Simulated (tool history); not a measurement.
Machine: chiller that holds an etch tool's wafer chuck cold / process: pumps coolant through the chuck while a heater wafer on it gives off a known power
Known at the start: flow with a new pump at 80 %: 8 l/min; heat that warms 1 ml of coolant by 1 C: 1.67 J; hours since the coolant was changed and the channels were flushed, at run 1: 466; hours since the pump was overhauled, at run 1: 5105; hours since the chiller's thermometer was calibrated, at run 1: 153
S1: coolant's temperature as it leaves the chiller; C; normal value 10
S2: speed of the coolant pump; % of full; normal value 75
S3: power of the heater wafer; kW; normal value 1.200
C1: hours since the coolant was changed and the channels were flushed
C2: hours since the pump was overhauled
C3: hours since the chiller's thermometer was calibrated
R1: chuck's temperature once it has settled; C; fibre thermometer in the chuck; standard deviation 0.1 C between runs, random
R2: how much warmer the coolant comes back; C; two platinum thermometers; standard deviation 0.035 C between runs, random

| run | day | S1 | S2 | S3 | C1 | C2 | C3 | R1 | R2 |
|---|---|---|---|---|---|---|---|---|---|
| 1 | 0.000 | 10 | 75 | 1.200 | 466 | 5105 | 153 | 20.8 | 6.11 |
| 2 | 5.625 | 10 | 75 | 1.200 | 601 | 5240 | 288 | 20.7 | 6.10 |
| 3 | 9.867 | 10 | 75 | 1.200 | 702 | 5342 | 390 | 20.8 | 6.12 |
| 4 | 13.371 | 10 | 75 | 0.729 | 786 | 5426 | 474 | 16.5 | 3.69 |
| 5 | 17.804 | 18 | 75 | 1.200 | 893 | 5532 | 580 | 28.9 | 6.18 |
| 6 | 22.662 | 10 | 64 | 1.200 | 1009 | 5649 | 697 | 22.7 | 7.19 |
| 7 | 28.542 | 18 | 64 | 1.012 | 1151 | 5790 | 838 | 28.8 | 6.05 |
| 8 | 33.575 | 18 | 64 | 1.012 | 1271 | 5911 | 959 | 28.8 | 6.04 |
| 9 | 38.046 | 5 | 69 | 0.655 | 1379 | 6018 | 1066 | 11.5 | 3.69 |
|  | 38.658 | coolant pump overhauled |
| 10 | 42.912 | 19 | 87 | 1.052 | 1490 | 102 | 1178 | 27.7 | 4.78 |
| 11 | 48.979 | 19 | 87 | 1.052 | 1636 | 248 | 1323 | 27.6 | 4.77 |
| 12 | 54.804 | 2 | 75 | 1.685 | 1776 | 388 | 1463 | 17.9 | 8.82 |

Results per run with the tool's hidden condition removed, run-to-run variation unchanged:
Hidden state present: heat passed by the chuck's channels, % of clean ones'; flow at a given pump speed, % of a new pump's; coolant's true temperature over the reading, C; drift of the gauge itself on chuck_c, C; drift of the gauge itself on warmer_back_c, C.
| run | R1 | R2 |
|---|---|---|
| 1 | 20.1 | 5.77 |
| 2 | 20.0 | 5.76 |
| 3 | 20.1 | 5.77 |
| 4 | 16.1 | 3.48 |
| 5 | 28.1 | 5.82 |
| 6 | 21.8 | 6.76 |
| 7 | 28.0 | 5.67 |
| 8 | 27.9 | 5.66 |
| 9 | 10.9 | 3.45 |
| 10 | 26.8 | 4.39 |
| 11 | 26.7 | 4.37 |
| 12 | 16.1 | 8.07 |
